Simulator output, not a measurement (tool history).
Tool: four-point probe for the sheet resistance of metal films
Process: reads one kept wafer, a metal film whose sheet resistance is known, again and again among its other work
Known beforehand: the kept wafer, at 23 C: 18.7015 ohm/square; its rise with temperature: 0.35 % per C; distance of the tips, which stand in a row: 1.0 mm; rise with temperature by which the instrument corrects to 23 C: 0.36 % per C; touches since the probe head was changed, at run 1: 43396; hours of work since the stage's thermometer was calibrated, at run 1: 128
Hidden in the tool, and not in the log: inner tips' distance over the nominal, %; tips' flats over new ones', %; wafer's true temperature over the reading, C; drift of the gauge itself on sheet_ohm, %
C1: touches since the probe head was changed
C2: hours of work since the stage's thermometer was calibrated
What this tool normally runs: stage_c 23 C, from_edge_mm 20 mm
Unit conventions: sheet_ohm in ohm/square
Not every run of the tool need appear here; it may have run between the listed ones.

{"run": 1, "day": 0.0, "stage_c": 23, "from_edge_mm": 20, "C1": 43396, "C2": 128, "sheet_ohm": 18.610724}
{"run": 2, "day": 3.238, "stage_c": 23, "from_edge_mm": 20, "C1": 46105, "C2": 189, "sheet_ohm": 18.602517}
{"run": 3, "day": 6.646, "stage_c": 23, "from_edge_mm": 20, "C1": 48958, "C2": 253, "sheet_ohm": 18.590991}
{"run": 4, "day": 9.95, "stage_c": 23, "from_edge_mm": 20, "C1": 51726, "C2": 315, "sheet_ohm": 18.576823}
{"run": 5, "day": 12.167, "stage_c": 23, "from_edge_mm": 20, "C1": 53580, "C2": 357, "sheet_ohm": 18.573308}
{"run": 6, "day": 14.742, "stage_c": 23, "from_edge_mm": 20, "C1": 55738, "C2": 406, "sheet_ohm": 18.568085}
{"run": 7, "day": 17.15, "stage_c": 23, "from_edge_mm": 20, "C1": 57755, "C2": 451, "sheet_ohm": 18.559684}
{"run": 8, "day": 18.808, "stage_c": 23, "from_edge_mm": 20, "C1": 59140, "C2": 482, "sheet_ohm": 18.549806}
{"run": 9, "day": 21.038, "stage_c": 23, "from_edge_mm": 20, "C1": 61008, "C2": 524, "sheet_ohm": 18.54775}
{"run": 10, "day": 23.171, "stage_c": 23, "from_edge_mm": 20, "C1": 62794, "C2": 564, "sheet_ohm": 18.539967}
{"run": 11, "day": 25.333, "stage_c": 23, "from_edge_mm": 20, "C1": 64604, "C2": 605, "sheet_ohm": 18.531668}
{"run": 12, "day": 28.512, "stage_c": 20, "from_edge_mm": 20, "C1": 67267, "C2": 665, "sheet_ohm": 18.529533}
{"run": 13, "day": 31.642, "stage_c": 20, "from_edge_mm": 20, "C1": 69884, "C2": 724, "sheet_ohm": 18.521544}
{"run": 14, "day": 34.633, "stage_c": 23, "from_edge_mm": 4, "C1": 72391, "C2": 780, "sheet_ohm": 19.080521}
{"run": 15, "day": 36.183, "stage_c": 23, "from_edge_mm": 20, "C1": 73688, "C2": 809, "sheet_ohm": 18.499138}
{"day": 38.342, "done": "new probe head fitted"}
{"run": 16, "day": 38.621, "stage_c": 23, "from_edge_mm": 20, "C1": 233, "C2": 855, "sheet_ohm": 18.703265}
{"run": 17, "day": 41.158, "stage_c": 23, "from_edge_mm": 20, "C1": 2360, "C2": 902, "sheet_ohm": 18.704862}
{"run": 18, "day": 43.346, "stage_c": 23, "from_edge_mm": 20, "C1": 4189, "C2": 944, "sheet_ohm": 18.69672}
{"run": 19, "day": 45.825, "stage_c": 23, "from_edge_mm": 20, "C1": 6265, "C2": 990, "sheet_ohm": 18.684833}
{"run": 20, "day": 48.496, "stage_c": 23, "from_edge_mm": 20, "C1": 8501, "C2": 1041, "sheet_ohm": 18.684533}
{"run": 21, "day": 52.096, "stage_c": 23, "from_edge_mm": 17, "C1": 11517, "C2": 1109, "sheet_ohm": 18.674484}
{"run": 22, "day": 53.896, "stage_c": 23, "from_edge_mm": 17, "C1": 13023, "C2": 1142, "sheet_ohm": 18.67028}
{"run": 23, "day": 57.388, "stage_c": 20, "from_edge_mm": 71, "C1": 15947, "C2": 1208, "sheet_ohm": 18.634601}
{"day": 58.192, "done": "stage's thermometer calibrated"}
{"run": 24, "day": 60.067, "stage_c": 20, "from_edge_mm": 71, "C1": 18169, "C2": 35, "sheet_ohm": 18.636566}
{"run": 25, "day": 61.608, "stage_c": 28, "from_edge_mm": 28, "C1": 19460, "C2": 64, "sheet_ohm": 18.619653}
{"run": 26, "day": 63.817, "stage_c": 28, "from_edge_mm": 28, "C1": 21311, "C2": 106, "sheet_ohm": 18.612424}
{"run": 27, "day": 67.229, "stage_c": 28, "from_edge_mm": 15, "C1": 24168, "C2": 170, "sheet_ohm": 18.626993}
{"run": 28, "day": 68.95, "stage_c": 19, "from_edge_mm": 5, "C1": 25608, "C2": 203, "sheet_ohm": 19.006882}
{"run": 29, "day": 72.525, "stage_c": 29, "from_edge_mm": 4, "C1": 28602, "C2": 270, "sheet_ohm": 19.174567}
{"run": 30, "day": 74.025, "stage_c": 29, "from_edge_mm": 4, "C1": 29856, "C2": 298, "sheet_ohm": 19.164694}
{"run": 31, "day": 76.754, "stage_c": 27, "from_edge_mm": 51, "C1": 32140, "C2": 350, "sheet_ohm": 18.566985}
{"run": 32, "day": 79.867, "stage_c": 27, "from_edge_mm": 51, "C1": 34745, "C2": 408, "sheet_ohm": 18.549655}
{"run": 33, "day": 81.846, "stage_c": 23, "from_edge_mm": 65, "C1": 36402, "C2": 446, "sheet_ohm": 18.561012}
{"run": 34, "day": 83.55, "stage_c": 26, "from_edge_mm": 4, "C1": 37829, "C2": 478, "sheet_ohm": 19.140304}
{"run": 35, "day": 87.012, "stage_c": 22, "from_edge_mm": 21, "C1": 40728, "C2": 543, "sheet_ohm": 18.563805}
{"run": 36, "day": 90.212, "stage_c": 22, "from_edge_mm": 21, "C1": 43407, "C2": 603, "sheet_ohm": 18.556954}
{"run": 37, "day": 92.996, "stage_c": 22, "from_edge_mm": 21, "C1": 45737, "C2": 656, "sheet_ohm": 18.542595}
{"run": 38, "day": 95.129, "stage_c": 22, "from_edge_mm": 9, "C1": 47524, "C2": 696, "sheet_ohm": 18.644062}
{"run": 39, "day": 97.054, "stage_c": 22, "from_edge_mm": 9, "C1": 49135, "C2": 732, "sheet_ohm": 18.640331}
{"run": 40, "day": 99.004, "stage_c": 19, "from_edge_mm": 3, "C1": 50769, "C2": 769, "sheet_ohm": 19.55685}
{"run": 41, "day": 101.675, "stage_c": 19, "from_edge_mm": 3, "C1": 53002, "C2": 819, "sheet_ohm": 19.546019}
{"run": 42, "day": 104.638, "stage_c": 33, "from_edge_mm": 4, "C1": 55484, "C2": 875, "sheet_ohm": 19.050327}
{"run": 43, "day": 108.267, "stage_c": 31, "from_edge_mm": 8, "C1": 58523, "C2": 943, "sheet_ohm": 18.599574}
{"run": 44, "day": 110.8, "stage_c": 31, "from_edge_mm": 8, "C1": 60644, "C2": 991, "sheet_ohm": 18.593268}

Below are 5 alternative next runs, each starting from the tool's condition after run 44. Predict each:
{"run": "A", "day": 112.758, "stage_c": 34, "from_edge_mm": 29, "C1": 62281, "C2": 1028, "sheet_ohm": "?"}
{"run": "B", "day": 112.758, "stage_c": 33, "from_edge_mm": 6, "C1": 62281, "C2": 1028, "sheet_ohm": "?"}
{"run": "C", "day": 112.758, "stage_c": 22, "from_edge_mm": 35, "C1": 62281, "C2": 1028, "sheet_ohm": "?"}
{"run": "D", "day": 112.758, "stage_c": 29, "from_edge_mm": 38, "C1": 62281, "C2": 1028, "sheet_ohm": "?"}
{"run": "E", "day": 112.758, "stage_c": 26, "from_edge_mm": 8, "C1": 62281, "C2": 1028, "sheet_ohm": "?"}

run=A sheet_ohm=18.439209
run=B sheet_ohm=18.698650
run=C sheet_ohm=18.470980
run=D sheet_ohm=18.444388
run=E sheet_ohm=18.599373
Had the tool no hidden state, the same runs would have come out as:
run=A sheet_ohm=18.683224
run=B sheet_ohm=18.945878
run=C sheet_ohm=18.715888
run=D sheet_ohm=18.688667
run=E sheet_ohm=18.845679
